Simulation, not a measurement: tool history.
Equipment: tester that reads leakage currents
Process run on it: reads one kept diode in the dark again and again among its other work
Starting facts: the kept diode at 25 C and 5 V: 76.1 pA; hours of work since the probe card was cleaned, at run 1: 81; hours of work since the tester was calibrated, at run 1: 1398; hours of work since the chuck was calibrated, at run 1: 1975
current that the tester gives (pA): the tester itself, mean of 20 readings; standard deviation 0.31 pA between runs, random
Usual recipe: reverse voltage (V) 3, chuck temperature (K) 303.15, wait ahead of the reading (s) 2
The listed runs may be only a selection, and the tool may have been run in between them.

run	day	reverse voltage (V)	chuck temperature (K)	wait ahead of the reading (s)	hours of work since the probe card was cleaned	hours of work since the tester was calibrated	hours of work since the chuck was calibrated	current that the tester gives (pA)
1	0	3	303.15	2	81	1398	1975	94.51
2	1.1	3	303.15	2	99	1416	1993	94.51
3	2.383	3	303.15	2	119	1436	2013	94.09
4	3.325	3	316.15	2	135	1451	2028	291.03
5	4.433	1.6	303.15	2	152	1469	2046	77.86
6	5.558	1.6	317.15	2	170	1487	2064	259.89
7	6.608	1.6	317.15	2	187	1504	2081	261.11
8	7.979	1.6	317.15	2	209	1526	2103	259.71
9	9.292	3	295.15	2	230	1547	2124	44.94
10	10.283	12.29	295.15	2	246	1563	2140	71.61
11	12.512	12.29	295.15	2	282	1598	2175	72.16
12	14.525	12.29	295.15	2	314	1631	2208	71.96
13	16.021	8.27	327.15	2	338	1655	2232	965.97
14	18.112	8.27	327.15	2	371	1688	2265	959.82
15	20.217	8.27	327.15	2	405	1722	2299	962.59
16	21.9	1.02	304.15	2	432	1749	2326	73.36
# day 23.671: chuck's temperature calibrated
17	23.671	1.68	294.15	0.66	459	1776	0	38.3
18	25.4	2.22	295.15	6.62	487	1803	28	45.91
19	26.483	3	303.15	1.12	504	1821	45	105.12
20	27.725	2.12	303.15	1.12	524	1841	65	93.95
21	29.208	3	303.15	1.28	548	1864	89	104.14
22	31.204	1.71	299.15	1.59	580	1896	121	61.16
23	33.038	3.45	317.15	1.22	609	1926	150	361.94

What differs in the tool's unlogged condition from the final listed run ahead of each entry between runs to the first listed run following it?
Between runs 16 and 17: chuck's temperature calibrated (day 23.671)
  stray current of the dirty probe card, pA a volt: 0.316 -> 0.334; current scale over the true one, %: 1.77 -> 1.79; true chuck temperature over the reading, C: -1.33 -> -0.11
  measured result minus the result with no hidden state, current that the tester gives (pA): -7.51 -> +0.8

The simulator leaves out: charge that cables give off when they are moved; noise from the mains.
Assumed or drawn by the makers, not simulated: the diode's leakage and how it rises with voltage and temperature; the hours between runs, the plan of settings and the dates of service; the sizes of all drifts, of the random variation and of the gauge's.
